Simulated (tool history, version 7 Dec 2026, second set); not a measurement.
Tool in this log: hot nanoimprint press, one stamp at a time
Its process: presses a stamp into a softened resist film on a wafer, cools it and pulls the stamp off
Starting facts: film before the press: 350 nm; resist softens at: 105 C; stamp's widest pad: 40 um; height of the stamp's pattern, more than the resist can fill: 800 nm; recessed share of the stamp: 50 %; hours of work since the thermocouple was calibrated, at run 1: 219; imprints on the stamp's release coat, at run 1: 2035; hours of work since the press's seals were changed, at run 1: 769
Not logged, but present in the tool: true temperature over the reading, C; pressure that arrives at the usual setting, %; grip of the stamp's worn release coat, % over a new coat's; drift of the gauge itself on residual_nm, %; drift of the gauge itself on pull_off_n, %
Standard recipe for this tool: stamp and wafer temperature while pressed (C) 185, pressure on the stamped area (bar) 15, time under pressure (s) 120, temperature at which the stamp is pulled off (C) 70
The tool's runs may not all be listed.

| run | day | stamp and wafer temperature while pressed (C) | pressure on the stamped area (bar) | time under pressure (s) | temperature at which the stamp is pulled off (C) | hours of work since the thermocouple was calibrated | imprints on the stamp's release coat | hours of work since the press's seals were changed | resist left under the stamp's widest pad (angstrom) | greatest force while the stamp is pulled off (N) |
|---|---|---|---|---|---|---|---|---|---|---|
| 1 | 0 | 185 | 15 | 120 | 70 | 219 | 2035 | 769 | 1655 | 241 |
|  | 0.892 | stamp cleaned and given a new release coat |
| 2 | 1.521 | 185 | 15 | 120 | 70 | 240 | 61 | 791 | 1645 | 241 |
|  | 3.812 | plate thermocouple calibrated |
| 3 | 4.117 | 185 | 15 | 120 | 70 | 5 | 303 | 832 | 1641 | 234 |
| 4 | 6.546 | 185 | 15 | 120 | 70 | 45 | 540 | 872 | 1641 | 231 |
| 5 | 8.35 | 182 | 15 | 120 | 70 | 75 | 717 | 902 | 1752 | 235 |
| 6 | 9.85 | 185 | 15 | 120 | 78 | 100 | 863 | 927 | 1629 | 205 |
| 7 | 11.746 | 183 | 18.4 | 97 | 58 | 132 | 1049 | 958 | 1703 | 287 |
| 8 | 13.604 | 183 | 16.5 | 176 | 70 | 163 | 1231 | 989 | 1420 | 242 |
| 9 | 15.8 | 195 | 14.1 | 64 | 59 | 199 | 1445 | 1026 | 1682 | 278 |
| 10 | 18.521 | 195 | 14.1 | 64 | 59 | 244 | 1711 | 1071 | 1680 | 281 |
|  | 20.425 | plate thermocouple calibrated |
|  | 20.95 | press's hydraulic seals changed and the load cell set to zero |
| 11 | 20.95 | 185 | 15 | 120 | 70 | 3 | 1904 | 0 | 1618 | 242 |
| 12 | 22.525 | 186 | 12.1 | 120 | 70 | 29 | 2058 | 26 | 1717 | 240 |

Branching from run 12: 4 alternative next runs. What would each branch give?
|  | 23.2 | stamp cleaned and given a new release coat |
|  | 23.321 | gauge calibrated |
| A | 24.388 | 186 | 12.1 | 120 | 63 | 56 | 116 | 53 | ? | ? |
|  | 23.2 | stamp cleaned and given a new release coat |
|  | 23.321 | gauge calibrated |
| B | 24.388 | 186 | 22.1 | 120 | 70 | 56 | 116 | 53 | ? | ? |
|  | 23.2 | stamp cleaned and given a new release coat |
|  | 23.321 | gauge calibrated |
| C | 24.388 | 185 | 9.3 | 150 | 61 | 56 | 116 | 53 | ? | ? |
|  | 23.2 | stamp cleaned and given a new release coat |
|  | 23.321 | gauge calibrated |
| D | 24.388 | 196 | 15 | 120 | 58 | 56 | 116 | 53 | ? | ? |

| run | resist left under the stamp's widest pad (angstrom) | greatest force while the stamp is pulled off (N) |
|---|---|---|
| A | 1765 | 259 |
| B | 1340 | 231 |
| C | 1854 | 272 |
| D | 1281 | 279 |
With the hidden condition removed and each run's random variation left untouched, the same runs would have given:
| run | resist left under the stamp's widest pad (angstrom) | greatest force while the stamp is pulled off (N) |
|---|---|---|
| A | 1767 | 259 |
| B | 1342 | 231 |
| C | 1856 | 272 |
| D | 1283 | 279 |
